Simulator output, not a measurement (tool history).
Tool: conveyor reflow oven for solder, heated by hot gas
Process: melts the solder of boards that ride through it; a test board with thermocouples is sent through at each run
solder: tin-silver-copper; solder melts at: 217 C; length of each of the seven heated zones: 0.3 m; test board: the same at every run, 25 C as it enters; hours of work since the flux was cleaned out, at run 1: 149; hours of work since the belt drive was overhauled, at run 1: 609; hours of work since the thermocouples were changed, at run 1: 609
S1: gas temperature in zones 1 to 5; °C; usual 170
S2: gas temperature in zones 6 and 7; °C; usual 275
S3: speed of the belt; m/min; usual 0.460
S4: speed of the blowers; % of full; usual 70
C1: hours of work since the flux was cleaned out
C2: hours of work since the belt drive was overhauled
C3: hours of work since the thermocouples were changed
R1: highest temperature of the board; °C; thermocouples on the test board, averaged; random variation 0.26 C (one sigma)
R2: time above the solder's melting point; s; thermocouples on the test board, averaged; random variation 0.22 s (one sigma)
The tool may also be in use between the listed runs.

run    hour   S1   S2     S3  S4   C1    C2   C3     R1    R2
  1     0.0  170  275  0.460  70  149   609  609  264.3  65.7
  2    57.9  170  275  0.460  70  178   639  639  264.4  66.3
  3   119.0  170  275  0.460  70  209   670  670  263.9  65.6
      130.3  -- thermocouples of zones 6 and 7 changed
  4   204.6  170  275  0.460  70  252   713   38  262.0  64.9
  5   243.8  170  275  0.460  55  272   733   58  257.7  61.3
      282.0  -- flux residue cleaned out of gas plates and filters
  6   330.3  170  275  0.460  70   25   774   99  261.6  64.7
  7   370.1  170  275  0.460  70   45   794  120  261.7  64.3
  8   416.2  170  275  0.383  70   68   818  143  266.9  82.0
  9   482.9  170  275  0.383  70  102   852  177  267.0  82.0
 10   540.3  170  275  0.460  70  132   881  206  261.0  64.5
 11   626.0  170  275  0.460  53  175   925  250  256.6  60.5
 12   668.2  170  275  0.460  83  197   946  271  264.5  66.5
 13   750.7  170  275  0.403  70  239   988  313  265.3  77.4
      776.5  -- flux residue cleaned out of gas plates and filters, once more
 14   850.4  170  275  0.403  70   38  1036  362  268.1  79.0
      877.8  -- belt drive overhauled, speed set with a stopwatch
 15   915.9  170  275  0.403  70   69    19  393  267.3  77.2
 16   974.7  170  275  0.403  70   99    49  423  267.0  77.5
 17  1019.4  180  265  0.460  70  122    72  446  255.7  64.4
 18  1074.4  168  287  0.452  50  150   100  474  267.7  67.7
 19  1148.1  170  274  0.490  70  187   138  511  261.4  59.8
 20  1229.8  170  266  0.490  70  229   179  553  253.6  55.4
 21  1277.0  155  266  0.490  60  253   203  577  247.7  45.9
     1353.8  -- flux residue cleaned out of gas plates and filters
 22  1359.6  163  266  0.433  60    3   243  616  254.4  61.6
 23  1401.1  182  287  0.460  70   24   264  638  277.5  75.5
 24  1454.4  164  287  0.507  70   51   291  665  271.5  60.8
     1475.7  -- thermocouples of zones 6 and 7 changed
 25  1517.8  164  287  0.507  70   83   322   21  269.6  59.8
 26  1604.1  164  287  0.405  70  126   366   65  276.3  79.6
 27  1689.4  164  287  0.405  70  170   410  109  276.6  79.7
 28  1749.2  161  268  0.540  53  200   440  139  242.1  37.5
 29  1842.8  167  281  0.477  58  248   488  187  261.7  60.6

Forecast each of these 3 alternatives for the next run:
  A  1885.6  171  275  0.460  70  270  510  209   ?   ?
  B  1885.6  170  267  0.460  84  270  510  209   ?   ?
  C  1885.6  167  278  0.523  61  270  510  209   ?   ?

run     R1    R2
  A  261.9  64.8
  B  257.0  63.2
  C  257.0  51.8
Without the tool's hidden state the same runs would have given:
run     R1    R2
  A  262.8  65.0
  B  257.9  63.6
  C  258.0  52.2
